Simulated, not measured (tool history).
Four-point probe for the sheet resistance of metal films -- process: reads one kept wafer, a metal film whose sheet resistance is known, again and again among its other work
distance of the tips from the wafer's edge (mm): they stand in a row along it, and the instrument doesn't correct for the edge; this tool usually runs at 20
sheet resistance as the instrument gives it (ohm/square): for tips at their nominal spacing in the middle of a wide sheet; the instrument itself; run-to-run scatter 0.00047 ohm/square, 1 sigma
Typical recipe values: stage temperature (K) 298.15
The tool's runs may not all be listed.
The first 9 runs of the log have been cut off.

run,day,stage temperature (K),distance of the tips from the wafer's edge (mm),sheet resistance as the instrument gives it (ohm/square)
10,5.588,298.15,34,2.351477
11,6.175,298.15,34,2.352431
12,6.875,298.15,34,2.351661
13,7.325,298.15,34,2.350942
14,7.688,298.15,34,2.351976
15,8.117,298.15,20,2.353234
16,8.800,298.15,20,2.352344
17,9.392,298.15,20,2.351969
18,10.067,302.15,20,2.362064
19,10.779,298.15,20,2.351812
20,11.646,298.15,20,2.352273
21,12.512,298.15,20,2.351385
22,12.925,303.15,20,2.363352
# day 13.004: stage's thermometer calibrated
23,13.812,303.15,20,2.363157
24,14.629,296.15,27,2.345295
25,15.350,303.15,25,2.362803
26,16.017,294.15,46,2.340034
27,16.717,300.15,43,2.353044
28,17.117,296.15,54,2.344942
# day 17.654: stage's thermometer calibrated, once more
29,17.946,294.15,17,2.340960
30,18.625,307.15,15,2.372673
31,19.229,302.15,15,2.361259

For run 32, what comes out?
32,19.983,303.15,13,?

sheet resistance as the instrument gives it (ohm/square): 2.364107
Had the tool carried no hidden state, the very same run would have given sheet resistance as the instrument gives it (ohm/square) 2.370409.
